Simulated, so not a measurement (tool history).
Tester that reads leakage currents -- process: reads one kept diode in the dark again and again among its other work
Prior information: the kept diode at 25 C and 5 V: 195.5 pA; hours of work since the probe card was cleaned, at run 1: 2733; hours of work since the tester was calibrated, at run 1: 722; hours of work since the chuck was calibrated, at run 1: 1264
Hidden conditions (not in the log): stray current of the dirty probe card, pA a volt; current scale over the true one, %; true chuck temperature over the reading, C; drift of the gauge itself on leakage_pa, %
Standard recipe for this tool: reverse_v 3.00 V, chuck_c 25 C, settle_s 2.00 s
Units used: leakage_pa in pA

run	hour	reverse_v	chuck_c	settle_s	hours of work since the probe card was cleaned	hours of work since the tester was calibrated	hours of work since the chuck was calibrated	leakage_pa
1	0.0	3.00	25	2.00	2733	722	1264	150.12
2	32.8	3.00	25	2.00	2754	743	1285	150.45
3	57.5	3.00	25	2.63	2769	759	1301	150.46
4	84.8	3.00	25	2.63	2787	776	1318	149.62
# hour 96.9: probe card cleaned and baked
5	106.0	3.00	25	2.00	6	788	1330	148.11
6	139.6	3.00	25	3.36	27	809	1351	147.78
7	160.5	3.00	25	2.00	41	823	1365	147.53
8	181.1	3.00	25	2.00	54	836	1378	147.33
9	213.0	3.00	25	2.00	74	856	1398	147.66
10	243.5	3.00	25	2.00	94	876	1418	147.23
11	266.0	3.00	25	2.00	108	890	1432	148.16
12	301.6	3.00	25	1.13	131	913	1455	147.79
13	333.6	3.00	25	1.13	152	934	1475	148.00
14	362.8	3.00	25	1.13	170	952	1494	146.13
15	394.1	3.00	25	1.13	190	972	1514	147.29
16	418.8	3.00	25	1.13	206	988	1530	147.36
17	438.7	3.00	25	1.13	219	1001	1543	146.30
18	474.9	3.00	25	1.13	242	1024	1566	146.64
19	502.0	3.00	25	1.13	259	1042	1583	147.30
20	521.6	5.46	25	2.00	272	1054	1596	189.74
21	547.2	9.67	58	1.03	288	1071	1612	2435.24
22	566.7	13.69	22	0.75	301	1083	1625	222.57
23	584.8	1.67	25	3.31	312	1095	1636	114.31
24	604.6	2.54	51	2.00	325	1107	1649	874.69
25	640.6	2.54	51	2.00	348	1130	1672	875.39
26	677.5	3.00	46	2.00	372	1154	1696	674.51
27	701.7	6.76	59	3.34	387	1169	1711	2221.78
28	718.6	10.66	25	1.41	398	1180	1722	251.02
29	748.5	2.49	25	0.89	417	1199	1741	134.47
30	784.5	2.49	25	0.89	440	1222	1764	135.20
31	805.0	1.90	28	0.89	453	1236	1777	150.60
32	825.9	1.89	27	0.81	467	1249	1791	138.40
33	853.7	1.89	27	0.81	485	1267	1808	138.80
34	870.2	3.48	27	0.81	495	1277	1819	181.08
35	886.4	1.51	25	0.46	506	1288	1829	108.53
36	902.5	2.68	31	9.02	516	1298	1840	217.86
37	919.2	2.68	31	9.02	527	1309	1850	217.61
38	948.6	2.68	23	5.36	546	1328	1869	117.81
39	968.0	7.99	46	1.60	558	1340	1882	1007.99
40	990.0	11.95	25	1.31	572	1354	1896	260.82

4 options for the next run, each taken on its own from the tool as it stands now. Forecast them:
A	1007.9	3.00	54	1.57	583	1366	1907	?
B	1007.9	6.68	25	0.35	583	1366	1907	?
C	1007.9	9.03	49	2.32	583	1366	1907	?
D	1007.9	1.38	25	1.31	583	1366	1907	?

run	leakage_pa
A	1127.00
B	204.01
C	1293.61
D	103.68
With the hidden condition removed and each run's random variation left untouched, the same runs would have given:
run	leakage_pa
A	1215.10
B	222.19
C	1397.03
D	113.23
